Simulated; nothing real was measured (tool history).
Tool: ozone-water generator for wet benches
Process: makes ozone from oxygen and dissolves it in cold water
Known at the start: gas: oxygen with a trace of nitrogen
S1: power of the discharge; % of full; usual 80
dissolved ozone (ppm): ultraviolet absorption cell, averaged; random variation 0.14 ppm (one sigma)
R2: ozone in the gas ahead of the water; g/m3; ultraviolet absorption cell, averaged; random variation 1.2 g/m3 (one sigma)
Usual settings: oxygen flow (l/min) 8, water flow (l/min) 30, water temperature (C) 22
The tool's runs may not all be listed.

Run 1, hour 0: usual settings. Result: dissolved ozone (ppm) 15.1, R2 218.5 g/m3.
Run 2, hour 29.8: usual settings. Result: dissolved ozone (ppm) 15.3, R2 218.8 g/m3.
Run 3, hour 59.2: usual settings. Result: dissolved ozone (ppm) 15.5, R2 216.5 g/m3.
Run 4, hour 85.7: usual settings. Result: dissolved ozone (ppm) 15.3, R2 217.4 g/m3.
Run 5, hour 108: usual settings. Result: dissolved ozone (ppm) 15.2, R2 220.8 g/m3.
Run 6, hour 127.9: usual settings. Result: dissolved ozone (ppm) 15.6, R2 218.1 g/m3.
Run 7, hour 158.8: usual settings. Result: dissolved ozone (ppm) 15.1, R2 220 g/m3.
Run 8, hour 181.3: usual settings. Result: dissolved ozone (ppm) 15.3, R2 217.5 g/m3.
Run 9, hour 210.8: usual settings but S1 50 % of full. Result: dissolved ozone (ppm) 11.9, R2 167.6 g/m3.
Run 10, hour 233.7: usual settings but S1 50 % of full. Result: dissolved ozone (ppm) 11.8, R2 167.5 g/m3.
Run 11, hour 252.9: usual settings. Result: dissolved ozone (ppm) 15.1, R2 216.8 g/m3.
Run 12, hour 272: usual settings but oxygen flow (l/min) 5.31. Result: dissolved ozone (ppm) 14.7, R2 268.6 g/m3.
Run 13, hour 305: usual settings but oxygen flow (l/min) 5.31, water temperature (C) 24. Result: dissolved ozone (ppm) 14.3, R2 266.2 g/m3.
Run 14, hour 320.1: usual settings. Result: dissolved ozone (ppm) 15.1, R2 214.4 g/m3.
Run 15, hour 343.8: usual settings. Result: dissolved ozone (ppm) 15.2, R2 217.5 g/m3.
Run 16, hour 357.9: usual settings. Result: dissolved ozone (ppm) 15.4, R2 214.9 g/m3.
Run 17, hour 395.5: usual settings but S1 61 % of full. Result: dissolved ozone (ppm) 12.7, R2 187.7 g/m3.
Run 18, hour 419.8: usual settings but S1 46 % of full, oxygen flow (l/min) 8.81, water flow (l/min) 31, water temperature (C) 15. Result: dissolved ozone (ppm) 11.7, R2 153.2 g/m3.
Run 19, hour 446.4: usual settings but water flow (l/min) 43, water temperature (C) 25. Result: dissolved ozone (ppm) 9.8, R2 217.3 g/m3.
Run 20, hour 477.7: usual settings but S1 63 % of full, oxygen flow (l/min) 9.62, water flow (l/min) 21, water temperature (C) 19. Result: dissolved ozone (ppm) 18, R2 172.4 g/m3.
Run 21, hour 506.6: usual settings but S1 63 % of full, oxygen flow (l/min) 9.62, water flow (l/min) 21, water temperature (C) 19. Result: dissolved ozone (ppm) 20.2, R2 174.3 g/m3.
Run 22, hour 524.3: usual settings but S1 63 % of full, oxygen flow (l/min) 9.62, water flow (l/min) 21, water temperature (C) 19. Result: dissolved ozone (ppm) 19.4, R2 172.6 g/m3.
Run 23, hour 548.2: usual settings but S1 63 % of full, oxygen flow (l/min) 7.17, water flow (l/min) 27, water temperature (C) 23. Result: dissolved ozone (ppm) 15.4, R2 201.3 g/m3.
Run 24, hour 564.3: usual settings but S1 63 % of full, oxygen flow (l/min) 7.17, water flow (l/min) 27, water temperature (C) 23. Result: dissolved ozone (ppm) 15.6, R2 201.8 g/m3.
Run 25, hour 592.9: usual settings but S1 55 % of full, water flow (l/min) 22. Result: dissolved ozone (ppm) 17, R2 176.1 g/m3.
Run 26, hour 620.9: usual settings but S1 81 % of full, oxygen flow (l/min) 4.22, water flow (l/min) 35, water temperature (C) 17. Result: dissolved ozone (ppm) 13.8, R2 299.5 g/m3.
Run 27, hour 634.7: usual settings but oxygen flow (l/min) 10.96, water flow (l/min) 27. Result: dissolved ozone (ppm) 17.3, R2 183.7 g/m3.
Run 28, hour 658.5: usual settings but S1 43 % of full, oxygen flow (l/min) 4.38, water flow (l/min) 34, water temperature (C) 14. Result: dissolved ozone (ppm) 10.5, R2 211.4 g/m3.
Run 29, hour 680.2: usual settings but S1 91 % of full, oxygen flow (l/min) 13.38, water temperature (C) 19. Result: dissolved ozone (ppm) 17.8, R2 177.8 g/m3.
Run 30, hour 701.5: usual settings but oxygen flow (l/min) 5.77, water flow (l/min) 37. Result: dissolved ozone (ppm) 12.9, R2 253.9 g/m3.
Run 31, hour 728.4: usual settings but oxygen flow (l/min) 8.73, water flow (l/min) 37, water temperature (C) 16. Result: dissolved ozone (ppm) 14.4, R2 207.1 g/m3.
Run 32, hour 742.9: usual settings but oxygen flow (l/min) 8.73, water flow (l/min) 37, water temperature (C) 16. Result: dissolved ozone (ppm) 14.8, R2 206.9 g/m3.
Run 33, hour 767.8: usual settings but oxygen flow (l/min) 10.08, water flow (l/min) 37, water temperature (C) 20. Result: dissolved ozone (ppm) 14, R2 193.4 g/m3.

Not shown: 2 entries that the log had between the listed runs. Between which runs, and how does the tool's hidden state differ before and after?
Between runs 16 and 17: contactor cleaned (hour 364.5)
  yield of the discharge, % of new electrodes': 99.2 -> 99.1; contactor's efficiency, % of a clean one's: 88.5 -> 85.2
  measured less the result without the state, dissolved ozone (ppm): -1.5 -> -1.6; R2: -1.9 -> -1.6 g/m3
Between runs 20 and 21: contactor cleaned, once more (hour 484.6)
  contactor's efficiency, % of a clean one's: 85.1 -> 99.4
  measured less the result without the state, dissolved ozone (ppm): -2.2 -> -0.4; R2: -1.8 -> -1.8 g/m3
